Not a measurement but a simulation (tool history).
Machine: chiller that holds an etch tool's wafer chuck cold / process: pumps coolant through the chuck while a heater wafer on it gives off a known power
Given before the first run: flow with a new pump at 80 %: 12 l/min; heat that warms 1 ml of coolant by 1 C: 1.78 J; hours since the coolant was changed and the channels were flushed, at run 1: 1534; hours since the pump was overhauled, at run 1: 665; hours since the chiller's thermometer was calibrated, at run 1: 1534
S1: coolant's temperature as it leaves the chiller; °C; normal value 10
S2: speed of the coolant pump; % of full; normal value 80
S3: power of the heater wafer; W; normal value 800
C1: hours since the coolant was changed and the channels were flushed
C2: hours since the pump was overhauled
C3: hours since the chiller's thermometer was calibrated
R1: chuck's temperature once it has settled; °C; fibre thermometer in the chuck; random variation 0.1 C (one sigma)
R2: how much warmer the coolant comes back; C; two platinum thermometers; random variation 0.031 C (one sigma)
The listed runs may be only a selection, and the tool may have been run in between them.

run   hour  S1  S2    S3    C1    C2    C3    R1    R2
  1      0  10  80   800  1534   665  1534  17.6   2.2
  2   51.7  10  80   800  1586   716  1586  17.8   2.3
  3   87.6  10  80   800  1622   752  1622  17.7  2.25
  4  127.1   4  80   800  1661   792  1661  11.6  2.29
  5  157.7   0  80   800  1692   822  1692   7.6  2.31
  6  184.1  10  80  1010  1718   849  1718  19.9  2.92
  7  221.8  17  67   431  1756   886  1756  21.7  1.46
  8  276.1  17  67   431  1810   941  1810  21.8  1.47
  9    322  17  73   546  1856   987  1856  22.7  1.73
 10  357.5  17  73   546  1891  1022  1891  22.6  1.75
 11  402.6  12  64   400  1937  1067  1937  16.5  1.43
 12  453.1  13  72  1132  1987  1118  1987  24.8  3.64

Branching from run 12: 4 alternative next runs. What would each branch give?
  A  485.4  13  86  973  2019  1150  2019   ?   ?
  B  485.4  14  66  672  2019  1150  2019   ?   ?
  C  485.4  13  72  433  2019  1150  2019   ?   ?
  D  485.4   4  80  800  2019  1150  2019   ?   ?

run    R1    R2
  A  22.2  2.61
  B  21.5  2.43
  C  17.6  1.35
  D    12  2.28
The same runs, with their run-to-run variation unchanged, on a tool lacking any hidden condition would have given:
run    R1    R2
  A  21.6  2.55
  B  21.1  2.38
  C  17.4  1.32
  D  11.5  2.22
